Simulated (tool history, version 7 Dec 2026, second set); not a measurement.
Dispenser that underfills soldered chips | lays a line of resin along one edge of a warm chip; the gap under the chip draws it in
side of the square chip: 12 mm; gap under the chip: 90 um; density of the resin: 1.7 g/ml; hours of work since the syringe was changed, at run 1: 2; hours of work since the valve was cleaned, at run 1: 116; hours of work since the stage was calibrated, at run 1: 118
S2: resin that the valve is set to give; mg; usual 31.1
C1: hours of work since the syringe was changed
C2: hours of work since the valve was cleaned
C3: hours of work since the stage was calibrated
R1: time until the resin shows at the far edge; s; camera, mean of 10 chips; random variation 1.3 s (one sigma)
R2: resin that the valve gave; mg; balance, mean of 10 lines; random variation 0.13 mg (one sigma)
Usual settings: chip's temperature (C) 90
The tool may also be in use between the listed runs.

Run 1, day 0: usual settings; C1 2; C2 116; C3 118. Result: R1 138.6 s, R2 27.71 mg.
At day 0.396: new syringe of resin.
Run 2, day 0.579: usual settings; C1 3; C2 126; C3 128. Result: R1 146.4 s, R2 27.55 mg.
At day 0.879: new syringe of resin.
Run 3, day 0.942: usual settings; C1 1; C2 133; C3 135. Result: R1 134.4 s, R2 27.3 mg.
At day 1.358: new syringe of resin.
Run 4, day 1.371: usual settings; C1 0; C2 140; C3 142. Result: R1 134.3 s, R2 27.1 mg.
At day 1.596: dispensing valve cleaned and set on the balance.
At day 1.858: new syringe of resin.
Run 5, day 2: usual settings; C1 3; C2 7; C3 152. Result: R1 141.4 s, R2 30.88 mg.
At day 2.312: new syringe of resin.
Run 6, day 2.567: usual settings but chip's temperature (C) 97, S2 36.1 mg; C1 5; C2 17; C3 162. Result: R1 107.3 s, R2 35.52 mg.
At day 2.771: new syringe of resin.
Run 7, day 3.058: usual settings but chip's temperature (C) 83, S2 30.6 mg; C1 5; C2 25; C3 170. Result: R1 226.3 s, R2 29.79 mg.
At day 3.238: new syringe of resin.
Run 8, day 3.517: usual settings but chip's temperature (C) 100, S2 38.5 mg; C1 5; C2 33; C3 178. Result: R1 96.8 s, R2 37.25 mg.
At day 3.717: new syringe of resin.
Run 9, day 3.983: usual settings but S2 39.2 mg; C1 5; C2 41; C3 186. Result: R1 147.1 s, R2 37.48 mg.
At day 4.183: new syringe of resin.
Run 10, day 4.579: usual settings but chip's temperature (C) 79, S2 37.8 mg; C1 7; C2 52; C3 197. Result: R1 285.7 s, R2 35.96 mg.

Forecast each of these 4 alternatives for the next run:
At day 4.646: new syringe of resin.
Run A, day 4.9: usual settings but chip's temperature (C) 83, S2 26.4 mg; C1 5; C2 57; C3 202. Result: R1 ?, R2 ?.
At day 4.646: new syringe of resin.
Run B, day 4.9: usual settings but chip's temperature (C) 100, S2 33.4 mg; C1 5; C2 57; C3 202. Result: R1 ?, R2 ?.
At day 4.646: new syringe of resin.
Run C, day 4.9: usual settings but chip's temperature (C) 82, S2 31.9 mg; C1 5; C2 57; C3 202. Result: R1 ?, R2 ?.
At day 4.646: new syringe of resin.
Run D, day 4.9: usual settings but chip's temperature (C) 101, S2 33.5 mg; C1 5; C2 57; C3 202. Result: R1 ?, R2 ?.

run     R1     R2
  A  237.5   24.9
  B   97.2  31.65
  C  233.6  30.23
  D   94.4  31.64
Without the tool's hidden state the same runs would have given:
run     R1     R2
  A  182.3  26.34
  B   75.8  33.49
  C  181.5  31.99
  D   73.9  33.48
